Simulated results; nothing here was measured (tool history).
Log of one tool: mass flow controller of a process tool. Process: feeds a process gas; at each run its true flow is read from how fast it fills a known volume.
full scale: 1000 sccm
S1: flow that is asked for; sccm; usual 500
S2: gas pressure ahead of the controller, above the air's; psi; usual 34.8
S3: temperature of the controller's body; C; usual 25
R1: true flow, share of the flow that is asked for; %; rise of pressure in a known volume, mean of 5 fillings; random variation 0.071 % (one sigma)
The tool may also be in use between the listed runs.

Run 1, hour 0: usual settings. Result: R1 99.76 %.
Run 2, hour 156.5: usual settings. Result: R1 99.9 %.
Run 3, hour 375: usual settings. Result: R1 99.95 %.
Run 4, hour 480.2: usual settings. Result: R1 100.15 %.
Run 5, hour 583.5: usual settings but S3 22 C. Result: R1 100.34 %.
Run 6, hour 800.6: usual settings but S3 38 C. Result: R1 99.47 %.
Run 7, hour 926.6: usual settings but S3 33 C. Result: R1 99.66 %.
Run 8, hour 1117.4: usual settings but S3 33 C. Result: R1 100 %.
Run 9, hour 1303.5: usual settings. Result: R1 100.67 %.
Run 10, hour 1405.1: usual settings but S2 36.1 psi. Result: R1 100.79 %.
Run 11, hour 1585.3: usual settings but S2 36.1 psi, S3 35 C. Result: R1 100.09 %.
Run 12, hour 1746.2: usual settings. Result: R1 100.92 %.
Run 13, hour 1912.1: usual settings but S1 751 sccm. Result: R1 101.37 %.
Run 14, hour 2141.7: usual settings but S1 751 sccm. Result: R1 101.64 %.
Run 15, hour 2262.1: usual settings but S1 751 sccm. Result: R1 101.59 %.
Run 16, hour 2412.5: usual settings but S1 751 sccm. Result: R1 100.12 %.
Run 17, hour 2630.4: usual settings but S1 751 sccm. Result: R1 100.25 %.
Run 18, hour 2763.8: usual settings but S1 751 sccm. Result: R1 100.15 %.
Run 19, hour 2885: usual settings but S3 28 C. Result: R1 99.89 %.
Run 20, hour 3056: usual settings but S1 106 sccm. Result: R1 99.85 %.
Run 21, hour 3187.2: usual settings but S1 106 sccm. Result: R1 100.01 %.
Run 22, hour 3407.9: usual settings but S1 736 sccm. Result: R1 100.71 %.
Run 23, hour 3632.2: usual settings but S2 22.2 psi. Result: R1 100.09 %.
Run 24, hour 3785.6: usual settings but S2 22.2 psi. Result: R1 100.12 %.
Run 25, hour 4012.7: usual settings but S2 22.2 psi. Result: R1 100.4 %.
Run 26, hour 4211: usual settings but S1 106 sccm, S3 34 C. Result: R1 100.03 %.
Run 27, hour 4393.4: usual settings but S1 106 sccm, S3 34 C. Result: R1 100.18 %.
Run 28, hour 4543.8: usual settings but S1 338 sccm, S2 32.6 psi, S3 27 C. Result: R1 101 %.
Run 29, hour 4729.9: usual settings but S1 372 sccm, S2 29.4 psi, S3 29 C. Result: R1 100.78 %.
Run 30, hour 4865.6: usual settings but S1 372 sccm, S2 29.4 psi, S3 29 C. Result: R1 100.94 %.
Run 31, hour 4993.3: usual settings but S1 347 sccm, S2 24.9 psi, S3 20 C. Result: R1 101.35 %.
Run 32, hour 5161.5: usual settings but S1 953 sccm, S2 35.8 psi. Result: R1 102.38 %.
Run 33, hour 5402.3: usual settings but S1 276 sccm, S2 29 psi, S3 36 C. Result: R1 100.66 %.
Run 34, hour 5533: usual settings but S1 818 sccm, S2 29 psi, S3 31 C. Result: R1 101.67 %.
Run 35, hour 5714: usual settings but S1 146 sccm, S2 29 psi. Result: R1 101.42 %.
Run 36, hour 5957.3: usual settings but S1 146 sccm, S2 29 psi. Result: R1 101.65 %.
Run 37, hour 6139.8: usual settings but S1 146 sccm, S2 29 psi. Result: R1 101.81 %.
Run 38, hour 6361.8: usual settings but S1 146 sccm, S2 29 psi. Result: R1 101.93 %.
Run 39, hour 6578.7: usual settings but S1 301 sccm, S3 27 C. Result: R1 102.38 %.
Run 40, hour 6785.3: usual settings. Result: R1 102.91 %.
Run 41, hour 6955.6: usual settings but S1 107 sccm, S2 23.1 psi, S3 38 C. Result: R1 101.13 %.
Run 42, hour 7082.4: usual settings but S1 107 sccm, S2 23.1 psi, S3 38 C. Result: R1 101.37 %.
Run 43, hour 7240.8: usual settings but S1 104 sccm, S3 34 C. Result: R1 102.14 %.
Run 44, hour 7469.6: usual settings but S1 811 sccm, S2 37.4 psi, S3 24 C. Result: R1 104.05 %.
Run 45, hour 7605.7: usual settings but S1 979 sccm, S2 37.4 psi, S3 32 C. Result: R1 103.79 %.
Run 46, hour 7772: usual settings but S1 968 sccm, S2 32.3 psi, S3 29 C. Result: R1 103.77 %.
Run 47, hour 7945.3: usual settings but S1 655 sccm, S2 34.1 psi, S3 28 C. Result: R1 103.82 %.
Run 48, hour 8166.5: usual settings but S1 142 sccm, S2 31.9 psi, S3 38 C. Result: R1 98.25 %.

Taken out of this log: 3 entries between the listed runs. Where each belongs, and how the hidden state differs across it:
Between runs 12 and 13: controller's zero set anew (hour 1836.6)
  flow at rest that the sensor doesn't see, % of full scale: -0.004 -> 0; drift of the gauge itself on true_pct, %: 1.27 -> 1.39
  measured less the result without the state, R1: +1.25 -> +1.39 %
Between runs 15 and 16: gauge calibrated (hour 2304.9)
  true flow over the shown one, %: 0 -> -0.01; drift of the gauge itself on true_pct, %: 1.65 -> 0.08
  measured less the result without the state, R1: +1.64 -> +0.07 %
Between runs 47 and 48: gauge calibrated (hour 8129.5)
  drift of the gauge itself on true_pct, %: 4.11 -> 0.03
  measured less the result without the state, R1: +4.09 -> +0.01 %

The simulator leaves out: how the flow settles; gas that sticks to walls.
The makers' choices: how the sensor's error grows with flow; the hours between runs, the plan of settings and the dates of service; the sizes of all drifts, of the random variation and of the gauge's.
